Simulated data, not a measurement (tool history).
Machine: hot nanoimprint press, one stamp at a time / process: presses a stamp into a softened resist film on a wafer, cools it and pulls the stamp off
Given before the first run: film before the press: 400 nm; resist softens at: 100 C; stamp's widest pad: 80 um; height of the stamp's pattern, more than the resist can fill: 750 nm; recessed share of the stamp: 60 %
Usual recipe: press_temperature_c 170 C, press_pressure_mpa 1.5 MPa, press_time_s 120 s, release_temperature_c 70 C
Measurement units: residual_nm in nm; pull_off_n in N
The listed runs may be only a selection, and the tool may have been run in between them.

run   hour  press_temperature_c  press_pressure_mpa  press_time_s  release_temperature_c  residual_nm  pull_off_n
  1      0                  170                 1.5           120                     70          188       126.3
  2   30.2                  170                 1.5           120                     70          188       126.4
  3   57.9                  170                 1.5           120                     70        187.8       127.5
  4   77.7                  170                 1.5           120                     66        192.5       135.7
  5     92                  170                 1.5           120                     66        192.2       135.4
  6  109.5                  170                 1.5           120                     66        192.2       137.6
  7  125.9                  170                 1.5           120                     66        192.5       138.2
  8  159.2                  170                 1.5           120                     66        192.1         140
  9    184                  170                 1.5           198                     70          158       133.8
 10  201.5                  170                 1.5           198                     70        157.9       132.6
 11  228.6                  170                 1.5           198                     70        157.6       135.6
 12  257.6                  170                 1.5           153                     70        174.5       135.9
 13  272.5                  170                 1.5           120                     70        191.6       138.2
 14  296.6                  170                 1.5           120                     70        191.6       138.6
 15  326.9                  170                 1.5           120                     70        191.3       139.1
 16  349.6                  170                 1.5           120                     70        191.1       140.4
 17  369.8                  163                 1.5           233                     70        184.8       141.1
 18  387.2                  179                1.59            84                     73        165.6         136
 19  408.1                  179                1.59            84                     73        165.3       136.9
 20  449.1                  174                1.84           240                     77        115.4       113.8
 21  483.1                  174                1.84           240                     77        115.2       114.1
 22  517.6                  174                1.84           240                     77        115.2       116.5
 23  546.5                  168                1.29           120                     70        213.9       129.4
 24  573.3                  168                1.29           120                     70        213.4       129.2
 25  603.1                  168                1.29           120                     70        213.7       129.2
 26  631.1                  161                1.51            78                     70        276.3       130.4
 27  650.4                  161                1.02            62                     70        318.3       133.4
 28  684.6                  161                1.16            62                     70        310.3       135.3
 29  704.5                  161                1.16            62                     70        310.2       133.5
 30  731.5                  176                1.06           100                     61        197.3       149.9
 31  764.5                  176                1.06           100                     61        197.4       151.7

Put back what was entered between runs (2 entries, withheld): which listed runs does each sit between, and how does the hidden state differ from the listed run before to the listed run after?
In the gap between runs 3 and 4: plate thermocouple calibrated (hour 77)
  true temperature over the reading, C: 0.85 -> 0.05; pressure that arrives at the usual setting, %: 98.77 -> 98.74; grip of the stamp's worn release coat, % over a new coat's: 3.7 -> 4.3
  measured minus no-state result, residual_nm: -3.7 -> +0.8 nm; pull_off_n: +3.3 -> +5.5 N
In the gap between runs 19 and 20: stamp cleaned and given a new release coat (hour 431.5)
  true temperature over the reading, C: 0.39 -> 0.43; pressure that arrives at the usual setting, %: 98.31 -> 98.26; grip of the stamp's worn release coat, % over a new coat's: 15 -> 0.6
  measured minus no-state result, residual_nm: -0.5 -> -0.5 nm; pull_off_n: +17.2 -> +0 N
